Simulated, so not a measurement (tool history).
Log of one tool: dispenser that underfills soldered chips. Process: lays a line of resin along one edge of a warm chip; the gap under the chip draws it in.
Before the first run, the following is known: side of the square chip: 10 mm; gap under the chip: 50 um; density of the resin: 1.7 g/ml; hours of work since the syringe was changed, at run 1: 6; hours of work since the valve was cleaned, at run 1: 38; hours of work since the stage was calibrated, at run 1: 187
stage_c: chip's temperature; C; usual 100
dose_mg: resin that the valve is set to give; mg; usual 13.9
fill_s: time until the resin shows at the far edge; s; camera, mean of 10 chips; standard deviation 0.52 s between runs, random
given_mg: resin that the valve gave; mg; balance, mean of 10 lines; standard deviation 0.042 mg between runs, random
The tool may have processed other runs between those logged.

run,hour,stage_c,dose_mg,hours of work since the syringe was changed,hours of work since the valve was cleaned,hours of work since the stage was calibrated,fill_s,given_mg
1,0,100,13.9,6,38,187,56.3,13.79
2,5.3,100,13.9,9,42,191,65.9,13.68
# hour 9.7: new syringe of resin
3,12.5,100,12.4,2,46,195,47.6,12.19
# hour 17.1: dispensing valve cleaned and set on the balance
4,22.2,100,13.1,7,3,201,59.7,13.13
5,26.4,100,13.1,10,6,203,68.1,13.07
# hour 29.9: new syringe of resin
6,35.5,100,13.1,4,11,209,50.8,13
7,44.4,100,13.1,9,17,214,67.2,13
# hour 49.3: new syringe of resin
8,53.3,100,13.1,3,23,220,50.6,13
9,61.6,100,13.1,8,28,225,63.6,12.98
# hour 68.4: new syringe of resin
10,71.3,103,12.2,2,34,231,43.2,12.03
11,79.9,103,12.2,7,39,237,54.9,12.06
# hour 87.5: new syringe of resin
12,89,103,12.2,1,45,242,43.3,12.04
# hour 95.6: dispensing valve cleaned and set on the balance
13,95.8,103,13.4,5,0,246,48.4,13.37
14,102.9,103,13.4,9,5,250,62.4,13.42
# hour 107.7: new syringe of resin
15,110.6,99,13.9,2,9,255,49.1,13.79
16,115.8,112,18.1,5,13,258,37.3,17.96
17,125.2,88,18.1,11,19,264,102.4,17.94
# hour 126.7: new syringe of resin
18,129.8,96,14.3,2,21,267,53.6,14.14

What if the next run were any one of these 4? Each begins from the tool's condition after run 18:
A,138,108,17.4,7,27,272,?,?
B,138,90,13.9,7,27,272,?,?
C,138,93,12.2,7,27,272,?,?
D,138,99,13.9,7,27,272,?,?

run,fill_s,given_mg
A,47.7,17.26
B,82.2,13.72
C,78,12.01
D,62.5,13.72
With the hidden condition removed and each run's random variation left untouched, the same runs would have given:
run,fill_s,given_mg
A,33.5,17.47
B,57.5,13.88
C,54.6,12.15
D,43.7,13.89
